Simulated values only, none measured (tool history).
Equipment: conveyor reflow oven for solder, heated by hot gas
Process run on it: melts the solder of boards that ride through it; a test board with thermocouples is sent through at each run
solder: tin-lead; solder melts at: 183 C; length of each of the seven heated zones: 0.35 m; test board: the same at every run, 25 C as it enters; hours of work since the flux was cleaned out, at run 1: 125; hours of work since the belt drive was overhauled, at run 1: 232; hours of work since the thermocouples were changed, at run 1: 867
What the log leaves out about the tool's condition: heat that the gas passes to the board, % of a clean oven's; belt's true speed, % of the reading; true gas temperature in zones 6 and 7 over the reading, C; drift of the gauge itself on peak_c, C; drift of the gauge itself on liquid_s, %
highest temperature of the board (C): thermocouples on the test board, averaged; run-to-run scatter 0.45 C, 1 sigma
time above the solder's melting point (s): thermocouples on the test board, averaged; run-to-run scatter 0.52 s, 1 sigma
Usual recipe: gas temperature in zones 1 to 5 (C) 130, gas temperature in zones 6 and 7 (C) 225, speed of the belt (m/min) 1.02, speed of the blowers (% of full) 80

run	hour	gas temperature in zones 1 to 5 (C)	gas temperature in zones 6 and 7 (C)	speed of the belt (m/min)	speed of the blowers (% of full)	hours of work since the flux was cleaned out	hours of work since the belt drive was overhauled	hours of work since the thermocouples were changed	highest temperature of the board (C)	time above the solder's melting point (s)
1	0	130	225	1.02	80	125	232	867	203.1	20.8
2	6.5	130	225	1.02	80	130	237	872	203.2	21.5
3	14	130	225	1.02	80	135	243	878	202.1	20.9
4	21.2	130	225	1.14	80	141	249	884	197.9	15.9
5	31.3	130	225	1.02	80	149	256	891	201.4	22.1
6	37.9	130	236	1.02	80	154	261	896	211.1	26.3
7	44.1	130	236	1.02	80	158	266	901	211.1	26.5
8	49.5	130	236	1.02	80	163	270	905	211.1	26.9
9	56	130	236	1.02	80	168	275	910	211.1	27.2
10	65.4	130	236	1.02	80	175	283	918	210.7	25.7
11	73.6	130	236	1.02	80	181	289	924	210.5	26.5
12	82.9	130	236	1.02	80	188	296	931	210.4	25.7
13	90.5	130	236	1.02	80	194	302	937	211.4	25.2
14	98	116	226	0.91	85	200	308	943	205.2	23.9
15	103	116	226	0.91	85	204	311	946	204.4	24.2
16	107.7	116	226	0.91	85	207	315	950	204.8	24.6
17	118.3	130	225	0.98	80	215	323	958	202.6	22.2
18	122.7	130	225	0.98	80	219	327	962	203.4	22
19	128.8	130	229	1.15	62	224	331	966	195.2	13.2
# hour 139.5: thermocouples of zones 6 and 7 changed
20	140.2	119	229	0.95	62	231	338	0	203.6	21.4
21	147	135	220	0.95	84	236	344	6	204.1	26.7
22	155.4	135	220	0.95	84	242	350	12	204.7	25.5
# hour 163.1: flux residue cleaned out of gas plates and filters
23	166.1	118	232	1.1	62	2	355	17	201.3	17.2
24	170.7	116	216	1.14	80	6	358	20	191.8	9.3

Forecast each of these 3 alternatives for the next run:
A	175.4	116	214	1.14	80	9	362	24	?	?
B	175.4	116	223	1	80	9	362	24	?	?
C	175.4	136	216	0.92	80	9	362	24	?	?

run	highest temperature of the board (C)	time above the solder's melting point (s)
A	190.4	8.3
B	203.5	20.3
C	203.2	27.2
With the hidden condition removed and each run's random variation left untouched, the same runs would have given:
run	highest temperature of the board (C)	time above the solder's melting point (s)
A	190.4	8.1
B	203.4	20.1
C	203.2	27

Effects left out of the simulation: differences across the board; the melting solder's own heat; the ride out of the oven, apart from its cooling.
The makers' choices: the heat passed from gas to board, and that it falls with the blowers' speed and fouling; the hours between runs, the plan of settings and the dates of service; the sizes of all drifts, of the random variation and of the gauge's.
